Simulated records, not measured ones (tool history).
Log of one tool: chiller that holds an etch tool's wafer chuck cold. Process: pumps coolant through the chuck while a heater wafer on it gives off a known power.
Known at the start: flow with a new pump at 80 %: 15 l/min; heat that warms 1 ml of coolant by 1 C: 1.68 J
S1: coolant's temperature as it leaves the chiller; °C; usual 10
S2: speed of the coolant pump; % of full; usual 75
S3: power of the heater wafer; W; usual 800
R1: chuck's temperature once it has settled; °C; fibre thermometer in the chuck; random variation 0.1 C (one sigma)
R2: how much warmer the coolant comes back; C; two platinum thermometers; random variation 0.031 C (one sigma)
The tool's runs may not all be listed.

Run 1, hour 0.0: usual settings. Result: R1 17.7 °C, R2 2.03 C.
Run 2, hour 111.0: usual settings. Result: R1 17.6 °C, R2 2.06 C.
Run 3, hour 179.5: usual settings but S2 67 % of full. Result: R1 18.2 °C, R2 2.32 C.
Run 4, hour 281.1: usual settings but S2 67 % of full. Result: R1 18.4 °C, R2 2.30 C.
Run 5, hour 379.0: usual settings but S2 67 % of full. Result: R1 18.3 °C, R2 2.29 C.
Run 6, hour 486.3: usual settings but S1 15 °C. Result: R1 22.8 °C, R2 2.01 C.
Run 7, hour 569.7: usual settings but S3 537 W. Result: R1 15.2 °C, R2 1.37 C.
Run 8, hour 675.6: usual settings but S1 11 °C, S2 63 % of full, S3 1066 W. Result: R1 22.7 °C, R2 3.28 C.
Run 9, hour 761.3: usual settings but S1 11 °C, S2 63 % of full, S3 1066 W. Result: R1 22.6 °C, R2 3.35 C.
Run 10, hour 815.4: usual settings but S1 11 °C, S2 97 % of full, S3 1153 W. Result: R1 20.6 °C, R2 2.23 C.
Run 11, hour 890.4: usual settings but S1 11 °C, S2 61 % of full, S3 1119 W. Result: R1 23.5 °C, R2 3.60 C.
Run 12, hour 1003.6: usual settings but S2 98 % of full. Result: R1 16.7 °C, R2 1.52 C.
Run 13, hour 1096.8: usual settings but S1 18 °C, S2 74 % of full, S3 599 W. Result: R1 24.0 °C, R2 1.59 C.
Run 14, hour 1172.9: usual settings but S1 14 °C, S2 74 % of full, S3 1000 W. Result: R1 24.0 °C, R2 2.60 C.

The same runs without the tool's hidden state, with the same run-to-run variation:
The hidden state here: heat passed by the chuck's channels, % of clean ones'; flow at a given pump speed, % of a new pump's; coolant's true temperature over the reading, C; drift of the gauge itself on chuck_c, C; drift of the gauge itself on warmer_back_c, C.
run    R1    R2
  1  17.4  2.03
  2  17.2  2.06
  3  17.8  2.31
  4  18.0  2.29
  5  17.9  2.28
  6  22.4  1.99
  7  14.9  1.36
  8  22.0  3.25
  9  21.9  3.32
 10  20.0  2.21
 11  22.7  3.56
 12  16.2  1.49
 13  23.6  1.56
 14  23.3  2.56
